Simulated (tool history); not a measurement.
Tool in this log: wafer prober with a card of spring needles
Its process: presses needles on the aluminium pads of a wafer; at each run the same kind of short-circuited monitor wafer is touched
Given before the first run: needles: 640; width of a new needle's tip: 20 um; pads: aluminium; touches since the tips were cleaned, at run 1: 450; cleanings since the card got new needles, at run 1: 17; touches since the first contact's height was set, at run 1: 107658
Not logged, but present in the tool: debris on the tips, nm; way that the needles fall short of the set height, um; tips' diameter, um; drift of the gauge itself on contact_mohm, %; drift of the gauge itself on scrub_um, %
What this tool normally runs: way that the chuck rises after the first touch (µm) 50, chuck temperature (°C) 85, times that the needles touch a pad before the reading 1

run   hour  way that the chuck rises after the first touch (µm)  chuck temperature (°C)  times that the needles touch a pad before the reading  touches since the tips were cleaned  cleanings since the card got new needles  touches since the first contact's height was set  resistance of one needle with its contact and lead (mohm)  way that a needle slides on the pad (µm)
  1      0                                                   50                      85                                                      1                                  450                                        17                                            107658                                                        121                                     11.42
      20.7  -- tips cleaned on abrasive film
      42.5  -- tips cleaned on abrasive film
  2   57.4                                                   50                      85                                                      1                                 4600                                        19                                            125333                                                        123                                     11.55
      61.8  -- tips cleaned on abrasive film
      83.8  -- tips cleaned on abrasive film
     105.3  -- tips cleaned on abrasive film
  3  110.2                                                   50                      65                                                      1                                 1502                                        22                                            141521                                                        121                                     11.55
     123.7  -- tips cleaned on abrasive film
     145.5  -- tips cleaned on abrasive film
  4  161.6                                                   50                      65                                                      1                                 4956                                        24                                            157335                                                        120                                      11.5
     166.2  -- tips cleaned on abrasive film
     187.8  -- tips cleaned on abrasive film
     210.4  -- tips cleaned on abrasive film
  5    217                                                   50                      65                                                      3                                 2017                                        27                                            174356                                                        121                                     11.57
     230.4  -- tips cleaned on abrasive film
     252.8  -- tips cleaned on abrasive film
     272.7  -- tips cleaned on abrasive film
  6  285.9                                                   50                      65                                                      3                                 4077                                        30                                            195564                                                        120                                     11.52
     293.6  -- tips cleaned on abrasive film
     314.2  -- tips cleaned on abrasive film
     334.4  -- tips cleaned on abrasive film
     342.8  -- height of the first contact set anew
  7  346.6                                                   50                      65                                                      3                                 3679                                        33                                              1163                                                        121                                     11.66
     355.7  -- tips cleaned on abrasive film
       378  -- tips cleaned on abrasive film
  8  391.7                                                   35                      76                                                      2                                 4241                                        35                                             15045                                                        130                                      8.09
     400.2  -- tips cleaned on abrasive film
     421.4  -- tips cleaned on abrasive film
     442.8  -- tips cleaned on abrasive film
     463.3  -- tips cleaned on abrasive film
  9  463.3                                                   51                      55                                                      1                                    0                                        39                                             37022                                                        120                                     11.72
     484.6  -- tips cleaned on abrasive film
     506.9  -- tips cleaned on abrasive film
 10    511                                                   65                      85                                                      1                                 1277                                        41                                             51691                                                        120                                     14.99
     528.2  -- tips cleaned on abrasive film
 11  545.2                                                   51                      85                                                      3                                 5259                                        42                                             62223                                                        127                                     11.77

4 options for the next run, each taken on its own from the tool as it stands now. Forecast them:
     548.6  -- tips cleaned on abrasive film
     569.6  -- tips cleaned on abrasive film
  A  575.5                                                   42                      45                                                      2                                 1823                                        44                                             71521                                                          ?                                         ?
     548.6  -- tips cleaned on abrasive film
     569.6  -- tips cleaned on abrasive film
  B  575.5                                                   51                      48                                                      2                                 1823                                        44                                             71521                                                          ?                                         ?
     548.6  -- tips cleaned on abrasive film
     569.6  -- tips cleaned on abrasive film
  C  575.5                                                   50                      85                                                      1                                 1823                                        44                                             71521                                                          ?                                         ?
     548.6  -- tips cleaned on abrasive film
     569.6  -- tips cleaned on abrasive film
  D  575.5                                                   70                     115                                                      2                                 1823                                        44                                             71521                                                          ?                                         ?

run  resistance of one needle with its contact and lead (mohm)  way that a needle slides on the pad (µm)
  A                                                        124                                      9.71
  B                                                        117                                     11.82
  C                                                        124                                     11.26
  D                                                        124                                     16.06
With the hidden condition removed and each run's random variation left untouched, the same runs would have given:
run  resistance of one needle with its contact and lead (mohm)  way that a needle slides on the pad (µm)
  A                                                        123                                      9.71
  B                                                        117                                     11.82
  C                                                        124                                     11.26
  D                                                        124                                     16.06
